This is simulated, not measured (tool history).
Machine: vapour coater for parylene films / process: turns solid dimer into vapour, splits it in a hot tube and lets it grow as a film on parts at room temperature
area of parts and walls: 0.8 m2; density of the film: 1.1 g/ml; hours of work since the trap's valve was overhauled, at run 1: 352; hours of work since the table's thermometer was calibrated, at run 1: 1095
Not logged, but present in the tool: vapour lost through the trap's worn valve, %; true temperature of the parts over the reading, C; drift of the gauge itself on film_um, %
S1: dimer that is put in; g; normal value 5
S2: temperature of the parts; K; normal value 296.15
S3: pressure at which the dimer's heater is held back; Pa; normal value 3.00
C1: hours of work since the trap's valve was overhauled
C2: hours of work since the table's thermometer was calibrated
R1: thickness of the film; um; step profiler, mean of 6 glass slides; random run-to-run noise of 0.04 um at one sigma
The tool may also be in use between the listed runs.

| run | hour | S1 | S2 | S3 | C1 | C2 | R1 |
|---|---|---|---|---|---|---|---|
| 1 | 0.0 | 5 | 296.15 | 3.00 | 352 | 1095 | 3.97 |
| 2 | 39.4 | 5 | 296.15 | 3.00 | 379 | 1123 | 3.91 |
| 3 | 98.3 | 5 | 296.15 | 3.00 | 420 | 1164 | 3.89 |
| 4 | 139.0 | 5 | 296.15 | 3.00 | 449 | 1192 | 3.92 |
| 5 | 171.2 | 5 | 296.15 | 3.00 | 471 | 1214 | 3.91 |
| 6 | 225.6 | 5 | 290.15 | 3.00 | 509 | 1252 | 4.46 |
| 7 | 288.2 | 5 | 290.15 | 3.00 | 553 | 1296 | 4.45 |
| 8 | 336.0 | 5 | 290.15 | 3.00 | 586 | 1329 | 4.40 |
| 9 | 390.3 | 5 | 290.15 | 3.00 | 624 | 1367 | 4.37 |
|  | 409.7 | trap's valve overhauled |
| 10 | 445.0 | 5 | 290.15 | 3.00 | 25 | 1402 | 4.76 |
| 11 | 495.0 | 5 | 290.15 | 3.00 | 59 | 1437 | 4.84 |
| 12 | 545.2 | 5 | 290.15 | 7.76 | 94 | 1472 | 3.94 |
| 13 | 587.4 | 8 | 296.15 | 3.00 | 124 | 1501 | 6.52 |
| 14 | 644.5 | 8 | 296.15 | 3.00 | 164 | 1541 | 6.42 |
| 15 | 689.4 | 3 | 296.15 | 3.00 | 195 | 1572 | 2.40 |
| 16 | 723.0 | 5 | 296.15 | 3.00 | 218 | 1596 | 3.94 |
| 17 | 755.4 | 3 | 296.15 | 3.00 | 241 | 1618 | 2.39 |
| 18 | 806.2 | 3 | 296.15 | 3.00 | 276 | 1654 | 2.39 |
| 19 | 869.5 | 3 | 296.15 | 3.00 | 320 | 1698 | 2.39 |
| 20 | 929.3 | 5 | 296.15 | 2.63 | 362 | 1740 | 3.97 |
| 21 | 974.9 | 5 | 296.15 | 2.90 | 394 | 1771 | 3.86 |
| 22 | 1037.3 | 5 | 296.15 | 2.90 | 437 | 1815 | 3.83 |
|  | 1090.7 | table's thermometer calibrated |
| 23 | 1090.7 | 5 | 304.15 | 2.27 | 474 | 0 | 3.27 |
| 24 | 1146.0 | 8 | 298.15 | 8.98 | 512 | 38 | 4.53 |
| 25 | 1194.3 | 8 | 294.15 | 2.28 | 546 | 72 | 6.59 |
| 26 | 1222.2 | 8 | 294.15 | 2.28 | 565 | 92 | 6.61 |
| 27 | 1264.8 | 5 | 296.15 | 11.81 | 595 | 121 | 2.73 |
| 28 | 1298.1 | 5 | 302.15 | 2.73 | 618 | 144 | 3.20 |
|  | 1321.0 | trap's valve overhauled |
| 29 | 1345.2 | 5 | 302.15 | 2.93 | 17 | 174 | 3.50 |
| 30 | 1388.4 | 3 | 296.15 | 2.14 | 47 | 205 | 2.65 |
|  | 1409.9 | table's thermometer calibrated, once more |
| 31 | 1418.4 | 3 | 301.15 | 2.14 | 67 | 6 | 2.41 |
| 32 | 1483.4 | 8 | 289.15 | 4.57 | 112 | 51 | 7.35 |
| 33 | 1539.0 | 3 | 296.15 | 6.06 | 151 | 90 | 2.14 |
| 34 | 1582.6 | 8 | 291.15 | 10.89 | 181 | 120 | 5.68 |
| 35 | 1639.5 | 6 | 298.15 | 3.00 | 221 | 160 | 4.70 |
| 36 | 1684.1 | 6 | 298.15 | 3.00 | 252 | 191 | 4.72 |
| 37 | 1716.8 | 6 | 298.15 | 3.00 | 275 | 214 | 4.69 |
| 38 | 1785.6 | 5 | 296.15 | 11.58 | 323 | 262 | 3.02 |
| 39 | 1822.2 | 5 | 298.15 | 3.00 | 348 | 287 | 3.90 |

The same runs without the tool's hidden state, with the same run-to-run variation:
| run | R1 |
|---|---|
| 1 | 4.30 |
| 2 | 4.26 |
| 3 | 4.26 |
| 4 | 4.32 |
| 5 | 4.33 |
| 6 | 4.98 |
| 7 | 5.01 |
| 8 | 4.99 |
| 9 | 4.98 |
| 10 | 4.91 |
| 11 | 5.02 |
| 12 | 4.11 |
| 13 | 6.85 |
| 14 | 6.80 |
| 15 | 2.56 |
| 16 | 4.22 |
| 17 | 2.57 |
| 18 | 2.59 |
| 19 | 2.60 |
| 20 | 4.38 |
| 21 | 4.28 |
| 22 | 4.28 |
| 23 | 3.73 |
| 24 | 5.21 |
| 25 | 7.63 |
| 26 | 7.68 |
| 27 | 3.20 |
| 28 | 3.76 |
| 29 | 3.67 |
| 30 | 2.79 |
| 31 | 2.43 |
| 32 | 7.49 |
| 33 | 2.20 |
| 34 | 5.87 |
| 35 | 4.89 |
| 36 | 4.94 |
| 37 | 4.92 |
| 38 | 3.20 |
| 39 | 4.15 |
